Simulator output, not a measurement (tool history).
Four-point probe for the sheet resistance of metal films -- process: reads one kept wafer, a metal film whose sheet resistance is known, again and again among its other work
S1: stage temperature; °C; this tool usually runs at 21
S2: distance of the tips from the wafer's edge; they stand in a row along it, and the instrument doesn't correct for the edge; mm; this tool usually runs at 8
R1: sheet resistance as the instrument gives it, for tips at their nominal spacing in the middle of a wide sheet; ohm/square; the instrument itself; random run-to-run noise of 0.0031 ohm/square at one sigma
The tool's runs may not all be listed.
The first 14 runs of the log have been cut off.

run	hour	S1	S2	R1
15	808.8	21	19	15.298721
16	885.3	18	3	16.620378
17	953.9	34	6	15.509440
18	1006.1	31	14	15.248987
19	1080.9	31	14	15.242301
20	1123.8	23	22	15.282248
21	1191.0	32	11	15.285065
22	1243.1	33	11	15.279199
23	1293.7	22	35	15.275834
24	1349.3	21	8	15.482346
25	1417.5	21	8	15.482999
26	1453.5	21	70	15.286634
# hour 1461.3: new probe head fitted
27	1534.2	24	10	15.346956
28	1571.3	18	61	15.273481
29	1632.7	21	14	15.314867
30	1695.5	25	10	15.339667

Below are 5 alternative next runs, each starting from the tool's condition after run 30. Predict each:
A	1745.9	21	24	?
B	1745.9	31	10	?
C	1745.9	34	41	?
D	1745.9	27	70	?
E	1745.9	28	8	?

run	R1
A	15.271033
B	15.290752
C	15.140045
D	15.201700
E	15.391339
With no hidden state in the tool, these same runs would have given:
run	R1
A	15.189783
B	15.209320
C	15.059326
D	15.120735
E	15.309440
